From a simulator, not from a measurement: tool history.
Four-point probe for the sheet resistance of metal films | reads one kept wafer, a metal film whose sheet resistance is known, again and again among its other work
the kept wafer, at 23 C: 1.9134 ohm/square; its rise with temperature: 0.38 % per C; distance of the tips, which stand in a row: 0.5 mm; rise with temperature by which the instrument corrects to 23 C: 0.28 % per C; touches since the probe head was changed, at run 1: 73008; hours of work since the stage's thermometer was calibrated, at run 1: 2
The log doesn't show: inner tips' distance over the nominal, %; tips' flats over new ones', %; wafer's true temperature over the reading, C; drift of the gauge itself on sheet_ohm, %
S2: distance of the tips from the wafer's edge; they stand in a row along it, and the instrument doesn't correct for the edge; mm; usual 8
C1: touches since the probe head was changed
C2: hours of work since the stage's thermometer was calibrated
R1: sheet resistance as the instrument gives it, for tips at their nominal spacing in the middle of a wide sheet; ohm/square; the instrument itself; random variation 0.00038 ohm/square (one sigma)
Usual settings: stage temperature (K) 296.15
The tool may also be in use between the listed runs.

{"run": 1, "hour": 0.0, "stage temperature (K)": 296.15, "S2": 8, "C1": 73008, "C2": 2, "R1": 1.926129}
{"run": 2, "hour": 9.9, "stage temperature (K)": 296.15, "S2": 8, "C1": 73302, "C2": 7, "R1": 1.926085}
{"run": 3, "hour": 32.1, "stage temperature (K)": 296.15, "S2": 8, "C1": 73961, "C2": 19, "R1": 1.926063}
{"run": 4, "hour": 48.4, "stage temperature (K)": 296.15, "S2": 8, "C1": 74443, "C2": 27, "R1": 1.926265}
{"run": 5, "hour": 64.1, "stage temperature (K)": 296.15, "S2": 6, "C1": 74910, "C2": 35, "R1": 1.929931}
{"run": 6, "hour": 75.5, "stage temperature (K)": 296.15, "S2": 6, "C1": 75248, "C2": 41, "R1": 1.929591}
{"run": 7, "hour": 87.1, "stage temperature (K)": 296.15, "S2": 6, "C1": 75592, "C2": 47, "R1": 1.929471}
{"run": 8, "hour": 102.2, "stage temperature (K)": 296.15, "S2": 6, "C1": 76040, "C2": 55, "R1": 1.928887}
{"run": 9, "hour": 124.9, "stage temperature (K)": 295.15, "S2": 8, "C1": 76713, "C2": 67, "R1": 1.924641}
{"run": 10, "hour": 139.1, "stage temperature (K)": 295.15, "S2": 54, "C1": 77137, "C2": 74, "R1": 1.920775}
{"run": 11, "hour": 158.6, "stage temperature (K)": 301.15, "S2": 8, "C1": 77712, "C2": 85, "R1": 1.935555}
{"run": 12, "hour": 181.9, "stage temperature (K)": 301.15, "S2": 8, "C1": 78405, "C2": 97, "R1": 1.936304}
{"run": 13, "hour": 204.0, "stage temperature (K)": 301.15, "S2": 8, "C1": 79060, "C2": 108, "R1": 1.937369}
{"run": 14, "hour": 215.1, "stage temperature (K)": 296.15, "S2": 8, "C1": 79389, "C2": 114, "R1": 1.926925}
{"run": 15, "hour": 233.9, "stage temperature (K)": 296.15, "S2": 8, "C1": 79948, "C2": 124, "R1": 1.926587}
{"run": 16, "hour": 252.5, "stage temperature (K)": 296.15, "S2": 8, "C1": 80502, "C2": 134, "R1": 1.927012}
{"run": 17, "hour": 267.1, "stage temperature (K)": 291.15, "S2": 10, "C1": 80934, "C2": 141, "R1": 1.915839}
{"run": 18, "hour": 285.0, "stage temperature (K)": 306.15, "S2": 49, "C1": 81464, "C2": 151, "R1": 1.942214}
{"run": 19, "hour": 299.3, "stage temperature (K)": 294.15, "S2": 10, "C1": 81890, "C2": 158, "R1": 1.922241}
{"run": 20, "hour": 310.9, "stage temperature (K)": 294.15, "S2": 10, "C1": 82233, "C2": 164, "R1": 1.921511}
{"run": 21, "hour": 332.5, "stage temperature (K)": 294.15, "S2": 10, "C1": 82875, "C2": 175, "R1": 1.922025}
{"run": 22, "hour": 344.6, "stage temperature (K)": 293.15, "S2": 17, "C1": 83232, "C2": 182, "R1": 1.918768}
{"run": 23, "hour": 354.4, "stage temperature (K)": 293.15, "S2": 17, "C1": 83523, "C2": 187, "R1": 1.918963}
{"run": 24, "hour": 375.6, "stage temperature (K)": 293.15, "S2": 17, "C1": 84153, "C2": 198, "R1": 1.918405}
{"run": 25, "hour": 398.1, "stage temperature (K)": 293.15, "S2": 17, "C1": 84820, "C2": 210, "R1": 1.917949}
{"run": 26, "hour": 421.0, "stage temperature (K)": 293.15, "S2": 17, "C1": 85500, "C2": 222, "R1": 1.919019}
{"run": 27, "hour": 441.2, "stage temperature (K)": 293.15, "S2": 17, "C1": 86101, "C2": 232, "R1": 1.919302}
{"run": 28, "hour": 454.3, "stage temperature (K)": 293.15, "S2": 29, "C1": 86490, "C2": 239, "R1": 1.918132}
{"run": 29, "hour": 474.4, "stage temperature (K)": 303.15, "S2": 44, "C1": 87084, "C2": 249, "R1": 1.936889}
{"run": 30, "hour": 495.4, "stage temperature (K)": 303.15, "S2": 44, "C1": 87707, "C2": 260, "R1": 1.936591}
{"hour": 499.4, "done": "new probe head fitted"}
{"run": 31, "hour": 507.7, "stage temperature (K)": 298.15, "S2": 19, "C1": 246, "C2": 266, "R1": 1.917543}
{"run": 32, "hour": 522.8, "stage temperature (K)": 298.15, "S2": 19, "C1": 694, "C2": 274, "R1": 1.917411}

Some steps in R1 between neighbouring runs. How much of each would the tool show without its hidden state too (settings, what came in, random variation), and how much is left for the hidden state, with any gauge scatter that isn't in both results?
Run 17 -> 18: stage temperature (K) 291.15 -> 306.15, S2 10 -> 49. R1 +0.026375 ohm/square: hidden state +0.000226, all else +0.026149.
Run 18 -> 19: stage temperature (K) 306.15 -> 294.15, S2 49 -> 10. R1 -0.019973 ohm/square: hidden state -0.00008, all else -0.019893.
Run 28 -> 29: stage temperature (K) 293.15 -> 303.15, S2 29 -> 44. R1 +0.018757 ohm/square: hidden state +0.000208, all else +0.018549.
Run 30 -> 31: stage temperature (K) 303.15 -> 298.15, S2 44 -> 19, new probe head fitted. R1 -0.019048 ohm/square: hidden state -0.010441, all else -0.008607.

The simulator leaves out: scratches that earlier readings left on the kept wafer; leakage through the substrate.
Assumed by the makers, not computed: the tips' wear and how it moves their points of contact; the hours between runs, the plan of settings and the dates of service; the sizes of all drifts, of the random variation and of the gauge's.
